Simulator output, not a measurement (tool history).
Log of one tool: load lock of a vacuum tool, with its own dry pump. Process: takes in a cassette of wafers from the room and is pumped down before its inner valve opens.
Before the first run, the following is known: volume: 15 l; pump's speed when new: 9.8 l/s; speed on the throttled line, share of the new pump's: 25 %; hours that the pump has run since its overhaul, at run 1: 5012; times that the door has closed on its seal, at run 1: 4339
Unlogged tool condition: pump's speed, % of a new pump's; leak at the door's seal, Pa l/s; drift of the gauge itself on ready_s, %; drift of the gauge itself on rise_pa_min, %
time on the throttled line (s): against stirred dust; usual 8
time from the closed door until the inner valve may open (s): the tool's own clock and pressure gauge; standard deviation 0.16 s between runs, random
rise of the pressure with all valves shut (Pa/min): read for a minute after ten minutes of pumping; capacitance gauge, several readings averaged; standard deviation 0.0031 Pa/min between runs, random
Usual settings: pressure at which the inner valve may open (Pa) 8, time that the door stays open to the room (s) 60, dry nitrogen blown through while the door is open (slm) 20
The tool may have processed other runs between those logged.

run    hour  time on the throttled line (s)  pressure at which the inner valve may open (Pa)  time that the door stays open to the room (s)  dry nitrogen blown through while the door is open (slm)  hours that the pump has run since its overhaul  times that the door has closed on its seal  incoming humidity of the room's air, %  time from the closed door until the inner valve may open (s)  rise of the pressure with all valves shut (Pa/min)
  1     0.0                               8                                                8                                             60                                                       20                                            5012                                        4339                                    43.0                                                          20.9                                               0.070
  2    97.8                               8                                                8                                             60                                                       20                                            5110                                        4513                                    43.1                                                          20.9                                               0.076
  3   142.4                              11                                                8                                             60                                                       20                                            5154                                        4593                                    42.9                                                          23.4                                               0.072
  4   185.9                              11                                                8                                             60                                                       20                                            5198                                        4670                                    48.6                                                          23.0                                               0.075
  5   266.4                              11                                                8                                             60                                                       20                                            5278                                        4814                                    45.0                                                          22.9                                               0.071
  6   359.3                              11                                                8                                            137                                                       20                                            5371                                        4980                                    44.4                                                          22.9                                               0.100
  7   404.8                              11                                                8                                            137                                                       20                                            5417                                        5061                                    40.3                                                          23.2                                               0.091
  8   472.1                               8                                                8                                             60                                                        4                                            5484                                        5181                                    46.0                                                          21.1                                               0.101
  9   540.3                               8                                                8                                             60                                                       18                                            5552                                        5302                                    43.8                                                          21.0                                               0.069
 10   636.1                               8                                                8                                             60                                                       18                                            5648                                        5473                                    40.5                                                          21.0                                               0.070
 11   723.4                               8                                                8                                             60                                                       18                                            5735                                        5629                                    45.5                                                          20.9                                               0.080
 12   816.7                               8                                                8                                             60                                                       18                                            5828                                        5795                                    46.5                                                          21.0                                               0.072
 13   882.6                               8                                                8                                             60                                                       18                                            5894                                        5912                                    46.6                                                          21.1                                               0.079
 14   947.6                               8                                                8                                             60                                                       18                                            5959                                        6028                                    45.8                                                          20.9                                               0.085
 15  1046.0                               8                                                8                                             60                                                       18                                            6058                                        6204                                    44.6                                                          21.1                                               0.076
 16  1089.6                               8                                                8                                             60                                                       18                                            6101                                        6282                                    43.8                                                          20.8                                               0.083
 17  1147.2                               8                                                8                                             60                                                       20                                            6159                                        6384                                    45.5                                                          20.8                                               0.080
 18  1188.3                               8                                                8                                             40                                                       20                                            6200                                        6457                                    41.0                                                          21.0                                               0.066
 19  1276.5                               6                                                8                                             58                                                       20                                            6288                                        6615                                    46.5                                                          19.2                                               0.071
 20  1329.5                               6                                               11                                             31                                                       43                                            6341                                        6709                                    43.0                                                          19.2                                               0.047
 21  1386.9                              14                                               14                                             26                                                        9                                            6399                                        6812                                    46.7                                                          24.5                                               0.074
 22  1464.3                              14                                               14                                             26                                                        9                                            6476                                        6950                                    44.3                                                          24.7                                               0.073
 23  1539.9                               8                                                7                                            142                                                       12                                            6552                                        7084                                    46.6                                                          21.2                                               0.126
 24  1632.9                               8                                                7                                            142                                                       12                                            6645                                        7250                                    44.3                                                          21.2                                               0.128
 25  1730.9                              11                                                8                                            118                                                       20                                            6743                                        7425                                    44.2                                                          23.4                                               0.102
 26  1823.0                              11                                                8                                            118                                                       20                                            6835                                        7589                                    45.1                                                          23.2                                               0.099
 27  1895.4                              11                                                8                                            167                                                       43                                            6907                                        7718                                    44.1                                                          23.3                                               0.087
 28  1948.5                              11                                                8                                            167                                                       43                                            6960                                        7813                                    43.8                                                          23.3                                               0.085
 29  2004.3                               8                                                8                                             30                                                        6                                            7016                                        7912                                    48.6                                                          21.1                                               0.086
 30  2063.7                               8                                                8                                             30                                                        6                                            7076                                        8018                                    42.7                                                          20.9                                               0.080
 31  2139.4                               8                                                8                                            116                                                       34                                            7151                                        8153                                    47.5                                                          21.2                                               0.091
 32  2182.6                               8                                                8                                            116                                                       34                                            7194                                        8230                                    43.0                                                          21.0                                               0.086
 33  2244.1                               8                                                8                                            116                                                       34                                            7256                                        8340                                    43.7                                                          20.8                                               0.083
 34  2300.9                               8                                                8                                            116                                                       34                                            7313                                        8441                                    45.9                                                          21.1                                               0.085
 35  2374.9                               8                                               13                                             60                                                        4                                            7387                                        8573                                    46.7                                                          20.4                                               0.113
 36  2421.2                              11                                               11                                            115                                                       39                                            7433                                        8655                                    47.1                                                          22.6                                               0.090

Forecast each of these 4 alternatives for the next run:
  A  2482.1                               8                                                8                                             60                                                       17                                            7494                                        8764                                    44.0                                                             ?                                                   ?
  B  2482.1                               8                                                8                                             60                                                        6                                            7494                                        8764                                    45.9                                                             ?                                                   ?
  C  2482.1                               5                                               12                                            115                                                       39                                            7494                                        8764                                    43.5                                                             ?                                                   ?
  D  2482.1                              14                                               11                                            115                                                       39                                            7494                                        8764                                    43.2                                                             ?                                                   ?

run  time from the closed door until the inner valve may open (s)  rise of the pressure with all valves shut (Pa/min)
  A                                                          20.8                                               0.080
  B                                                          20.9                                               0.106
  C                                                          18.1                                               0.078
  D                                                          24.8                                               0.085
Stripped of hidden state, with their random variation kept, the same runs would have yielded:
run  time from the closed door until the inner valve may open (s)  rise of the pressure with all valves shut (Pa/min)
  A                                                          20.4                                               0.059
  B                                                          20.5                                               0.085
  C                                                          17.7                                               0.057
  D                                                          24.4                                               0.063
